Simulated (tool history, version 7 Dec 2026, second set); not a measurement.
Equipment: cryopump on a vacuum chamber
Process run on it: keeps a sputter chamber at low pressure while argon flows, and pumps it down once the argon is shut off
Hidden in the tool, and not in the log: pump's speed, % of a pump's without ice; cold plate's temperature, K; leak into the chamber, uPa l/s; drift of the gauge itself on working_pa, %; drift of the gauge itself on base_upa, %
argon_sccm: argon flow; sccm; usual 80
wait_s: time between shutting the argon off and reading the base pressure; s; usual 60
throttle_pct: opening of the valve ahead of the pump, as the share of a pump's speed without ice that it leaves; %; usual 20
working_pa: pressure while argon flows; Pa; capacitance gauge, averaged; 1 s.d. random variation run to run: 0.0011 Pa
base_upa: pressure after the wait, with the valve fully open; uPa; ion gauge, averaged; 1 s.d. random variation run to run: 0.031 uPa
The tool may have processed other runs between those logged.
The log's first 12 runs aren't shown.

run,day,argon_sccm,wait_s,throttle_pct,hours of work since the pump was warmed up and emptied,hours of work since the cold head was overhauled,hours of work since the chamber's fittings were tightened,working_pa,base_upa
13,12.138,89,60,20,555,555,2453,0.4811,3.04
14,13.188,89,60,20,568,568,2466,0.4826,3.02
15,14.112,89,60,20,580,580,2478,0.4817,2.93
16,14.725,89,60,20,588,588,2486,0.4804,3.07
17,15.496,89,60,20,598,598,2496,0.4815,3.05
18,16.712,143,48,24,614,614,2512,0.6503,3.39
19,18.004,77,163,51,630,630,2528,0.1695,2.13
20,18.838,77,163,51,641,641,2539,0.1689,2.15
21,20.238,77,163,51,659,659,2557,0.1696,2.12
22,21.254,134,100,27,672,672,2570,0.5447,2.51
23,22.650,135,60,16,690,690,2588,0.9126,3.18
24,23.525,80,30,20,701,701,2599,0.4355,4.47
25,24.458,46,125,32,713,713,2611,0.1596,2.37
26,25.204,80,60,51,722,722,2620,0.1794,3.15
27,25.783,147,46,51,730,730,2628,0.3291,3.57
28,27.008,46,203,25,746,746,2643,0.2031,2.06
29,27.583,77,60,18,753,753,2651,0.4642,3.07
30,28.333,41,75,20,762,762,2660,0.2243,2.96
31,29.096,68,23,43,772,772,2670,0.1786,5.36
32,30.112,68,23,43,785,785,2683,0.1792,5.40
33,31.096,43,60,17,798,798,2696,0.2750,3.13

5 ways to go on from here, each from the tool as it stands after run 33. What would each give?
A,32.488,80,60,26,816,816,2714,?,?
B,32.488,118,85,22,816,816,2714,?,?
C,32.488,135,48,29,816,816,2714,?,?
D,32.488,98,60,17,816,816,2714,?,?
E,32.488,139,180,29,816,816,2714,?,?

run,working_pa,base_upa
A,0.3410,3.22
B,0.5869,2.79
C,0.5167,3.56
D,0.6292,3.22
E,0.5339,2.26
Without the tool's unlogged condition, the same runs would have read:
run,working_pa,base_upa
A,0.3264,1.58
B,0.5656,1.18
C,0.4923,1.92
D,0.6114,1.57
E,0.5086,0.66
